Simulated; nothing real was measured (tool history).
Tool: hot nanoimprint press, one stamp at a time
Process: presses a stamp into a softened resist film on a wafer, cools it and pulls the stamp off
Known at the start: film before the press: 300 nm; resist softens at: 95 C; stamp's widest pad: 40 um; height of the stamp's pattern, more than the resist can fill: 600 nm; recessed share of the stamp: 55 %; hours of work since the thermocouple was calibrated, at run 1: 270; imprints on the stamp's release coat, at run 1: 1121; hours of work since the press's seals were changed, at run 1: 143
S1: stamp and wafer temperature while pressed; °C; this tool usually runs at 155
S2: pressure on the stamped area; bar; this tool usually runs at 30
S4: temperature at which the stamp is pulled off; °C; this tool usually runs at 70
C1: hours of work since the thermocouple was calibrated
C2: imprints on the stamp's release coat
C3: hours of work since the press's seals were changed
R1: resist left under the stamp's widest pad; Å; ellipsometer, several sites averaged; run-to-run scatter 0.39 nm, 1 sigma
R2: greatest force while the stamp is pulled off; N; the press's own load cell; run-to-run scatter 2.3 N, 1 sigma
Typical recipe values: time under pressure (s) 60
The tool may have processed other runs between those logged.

{"run": 1, "hour": 0.0, "S1": 155, "S2": 30, "time under pressure (s)": 60, "S4": 70, "C1": 270, "C2": 1121, "C3": 143, "R1": 1310, "R2": 127}
{"run": 2, "hour": 12.0, "S1": 155, "S2": 30, "time under pressure (s)": 60, "S4": 70, "C1": 275, "C2": 1145, "C3": 149, "R1": 1314, "R2": 125}
{"run": 3, "hour": 23.7, "S1": 155, "S2": 30, "time under pressure (s)": 60, "S4": 70, "C1": 280, "C2": 1168, "C3": 154, "R1": 1315, "R2": 126}
{"run": 4, "hour": 32.9, "S1": 155, "S2": 25.7, "time under pressure (s)": 60, "S4": 70, "C1": 284, "C2": 1186, "C3": 158, "R1": 1410, "R2": 126}
{"run": 5, "hour": 40.9, "S1": 155, "S2": 30, "time under pressure (s)": 60, "S4": 62, "C1": 288, "C2": 1202, "C3": 161, "R1": 1315, "R2": 136}
{"run": 6, "hour": 50.9, "S1": 155, "S2": 30, "time under pressure (s)": 60, "S4": 62, "C1": 292, "C2": 1222, "C3": 166, "R1": 1307, "R2": 134}
{"run": 7, "hour": 61.4, "S1": 155, "S2": 30, "time under pressure (s)": 60, "S4": 62, "C1": 297, "C2": 1242, "C3": 170, "R1": 1314, "R2": 131}
{"run": 8, "hour": 73.8, "S1": 155, "S2": 30, "time under pressure (s)": 60, "S4": 62, "C1": 302, "C2": 1267, "C3": 176, "R1": 1314, "R2": 127}
{"run": 9, "hour": 88.9, "S1": 155, "S2": 30, "time under pressure (s)": 60, "S4": 62, "C1": 309, "C2": 1296, "C3": 182, "R1": 1316, "R2": 129}
{"run": 10, "hour": 104.9, "S1": 155, "S2": 30, "time under pressure (s)": 60, "S4": 62, "C1": 316, "C2": 1328, "C3": 189, "R1": 1306, "R2": 136}
{"run": 11, "hour": 118.8, "S1": 155, "S2": 30, "time under pressure (s)": 60, "S4": 62, "C1": 322, "C2": 1355, "C3": 195, "R1": 1304, "R2": 131}
{"run": 12, "hour": 133.6, "S1": 155, "S2": 25.8, "time under pressure (s)": 60, "S4": 70, "C1": 328, "C2": 1384, "C3": 202, "R1": 1399, "R2": 124}
{"run": 13, "hour": 143.7, "S1": 155, "S2": 25.8, "time under pressure (s)": 60, "S4": 70, "C1": 333, "C2": 1404, "C3": 206, "R1": 1410, "R2": 126}
{"run": 14, "hour": 153.4, "S1": 155, "S2": 25.8, "time under pressure (s)": 60, "S4": 70, "C1": 337, "C2": 1423, "C3": 211, "R1": 1411, "R2": 130}
{"run": 15, "hour": 162.6, "S1": 155, "S2": 30, "time under pressure (s)": 60, "S4": 70, "C1": 341, "C2": 1442, "C3": 215, "R1": 1311, "R2": 126}
{"run": 16, "hour": 172.6, "S1": 155, "S2": 30, "time under pressure (s)": 60, "S4": 70, "C1": 345, "C2": 1461, "C3": 219, "R1": 1309, "R2": 128}
{"run": 17, "hour": 182.5, "S1": 155, "S2": 30, "time under pressure (s)": 60, "S4": 70, "C1": 350, "C2": 1481, "C3": 223, "R1": 1312, "R2": 127}
{"run": 18, "hour": 193.6, "S1": 154, "S2": 25.9, "time under pressure (s)": 59, "S4": 71, "C1": 355, "C2": 1503, "C3": 228, "R1": 1494, "R2": 126}
{"run": 19, "hour": 202.3, "S1": 155, "S2": 30, "time under pressure (s)": 48, "S4": 61, "C1": 358, "C2": 1520, "C3": 232, "R1": 1421, "R2": 135}
{"run": 20, "hour": 210.4, "S1": 156, "S2": 30, "time under pressure (s)": 60, "S4": 76, "C1": 362, "C2": 1536, "C3": 236, "R1": 1231, "R2": 121}
{"run": 21, "hour": 224.5, "S1": 156, "S2": 30, "time under pressure (s)": 60, "S4": 76, "C1": 368, "C2": 1564, "C3": 242, "R1": 1231, "R2": 127}
{"run": 22, "hour": 237.5, "S1": 153, "S2": 30, "time under pressure (s)": 60, "S4": 70, "C1": 374, "C2": 1589, "C3": 248, "R1": 1491, "R2": 131}
{"run": 23, "hour": 246.0, "S1": 164, "S2": 24.5, "time under pressure (s)": 58, "S4": 69, "C1": 378, "C2": 1606, "C3": 251, "R1": 840, "R2": 131}
{"run": 24, "hour": 252.6, "S1": 155, "S2": 30, "time under pressure (s)": 119, "S4": 70, "C1": 381, "C2": 1619, "C3": 254, "R1": 1005, "R2": 126}
{"run": 25, "hour": 262.4, "S1": 155, "S2": 30, "time under pressure (s)": 119, "S4": 70, "C1": 385, "C2": 1638, "C3": 258, "R1": 995, "R2": 127}
{"run": 26, "hour": 278.7, "S1": 165, "S2": 30, "time under pressure (s)": 73, "S4": 57, "C1": 392, "C2": 1670, "C3": 266, "R1": 645, "R2": 140}
{"run": 27, "hour": 292.7, "S1": 165, "S2": 30, "time under pressure (s)": 73, "S4": 57, "C1": 398, "C2": 1698, "C3": 272, "R1": 644, "R2": 139}
{"run": 28, "hour": 307.0, "S1": 147, "S2": 30, "time under pressure (s)": 60, "S4": 70, "C1": 404, "C2": 1726, "C3": 278, "R1": 2054, "R2": 129}
{"run": 29, "hour": 319.2, "S1": 147, "S2": 30, "time under pressure (s)": 60, "S4": 70, "C1": 410, "C2": 1750, "C3": 283, "R1": 2051, "R2": 127}

4 options for the next run, each taken on its own from the tool as it stands now. Forecast them:
{"run": "A", "hour": 327.8, "S1": 155, "S2": 30, "time under pressure (s)": 60, "S4": 74, "C1": 413, "C2": 1767, "C3": 287, "R1": "?", "R2": "?"}
{"run": "B", "hour": 327.8, "S1": 155, "S2": 23.8, "time under pressure (s)": 72, "S4": 73, "C1": 413, "C2": 1767, "C3": 287, "R1": "?", "R2": "?"}
{"run": "C", "hour": 327.8, "S1": 155, "S2": 18.6, "time under pressure (s)": 60, "S4": 70, "C1": 413, "C2": 1767, "C3": 287, "R1": "?", "R2": "?"}
{"run": "D", "hour": 327.8, "S1": 147, "S2": 30, "time under pressure (s)": 39, "S4": 70, "C1": 413, "C2": 1767, "C3": 287, "R1": "?", "R2": "?"}

run=A R1=1307 R2=123
run=B R1=1356 R2=132
run=C R1=1616 R2=128
run=D R1=2265 R2=132
Had the tool no hidden state, the same runs would have come out as:
run=A R1=1309 R2=122
run=B R1=1359 R2=131
run=C R1=1619 R2=126
run=D R1=2268 R2=131
